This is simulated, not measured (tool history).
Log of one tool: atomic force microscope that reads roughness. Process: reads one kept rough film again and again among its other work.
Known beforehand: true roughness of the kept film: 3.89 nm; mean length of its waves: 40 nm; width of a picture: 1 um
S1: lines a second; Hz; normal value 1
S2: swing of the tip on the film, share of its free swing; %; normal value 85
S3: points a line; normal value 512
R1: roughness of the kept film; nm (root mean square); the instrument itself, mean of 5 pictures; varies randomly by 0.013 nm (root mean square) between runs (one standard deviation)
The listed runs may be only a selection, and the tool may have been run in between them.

run     day    S1  S2   S3     R1
  1       0     1  85  512  3.088
  2   0.375     1  85  512  3.033
  3   0.779     1  78  512  3.133
  4   1.188     1  85  336   2.96
  5   1.512     1  85  336  2.921
  6   1.829     1  85  336   2.92
  7   2.375     1  85  336  2.894
  8   2.938  1.79  85  512  2.562
  9   3.342  1.79  85  512  2.574
 10   3.717  1.79  85  679  2.552
 11   4.196  1.79  85  679  2.534
 12   4.825  1.79  85  679   2.47
      5.025  -- new tip fitted
 13   5.508  1.79  85  679  2.864
 14   5.917  2.05  85  679  2.725
 15   6.475  2.05  85  679  2.676
 16    6.95  2.05  85  679  2.647
 17     7.3     1  68  512  3.208
 18    7.65     1  68  512   3.18
 19   8.392     1  62  512  3.157
 20   9.029     1  62  512  3.137
 21   9.529     1  62  512  3.077
 22   10.05     1  75  512   2.93
 23  10.717  0.74  81  548   2.85
 24  11.292  1.05  75  852  2.805
     11.562  -- new tip fitted
 25  11.688  1.05  75  852  3.295
 26  12.317     1  85  297  3.097
 27  12.767  1.89  64  614  3.217
 28  13.492  0.61  75  367  3.243
 29  14.225  1.85  84  310   2.68
 30  14.671     1  88  512  2.841
 31  15.171     1  88  512  2.817
 32  15.608     1  88  512  2.794
 33  16.012  1.33  57  379  3.068
 34  16.712  0.61  86  293  2.875
 35  17.238  0.61  63  264  3.037
 36  17.983  0.61  63  264   2.94
     18.171  -- new tip fitted
 37  18.483  2.43  63  515  3.223
 38  19.054  0.66  64  355  3.402
 39  19.408  2.58  85  372  2.557
 40  19.854     1  64  446  3.309
 41  20.475     1  85  755   2.96
 42  20.942  3.65  63  757  2.911
 43  21.296  2.03  56  688   3.19

The logged runs with the hidden state left out (each run's random variation unchanged):
Unlogged tool condition in this case: radius of the tip, nm; height scale over the true one, %; drift of the gauge itself on roughness_nm, %.
run     R1
  1  3.198
  2  3.173
  3  3.312
  4   3.16
  5  3.146
  6  3.169
  7  3.185
  8  2.859
  9  2.903
 10  2.901
 11  2.912
 12  2.886
 13  2.925
 14  2.812
 15  2.805
 16  2.813
 17  3.445
 18  3.442
 19  3.486
 20  3.515
 21  3.489
 22  3.364
 23  3.321
 24  3.314
 25  3.325
 26  3.179
 27  3.349
 28  3.438
 29  2.898
 30  3.111
 31   3.12
 32  3.133
 33   3.47
 34  3.311
 35  3.541
 36  3.496
 37  3.261
 38  3.493
 39  2.651
 40   3.47
 41  3.159
 42  3.147
 43  3.481
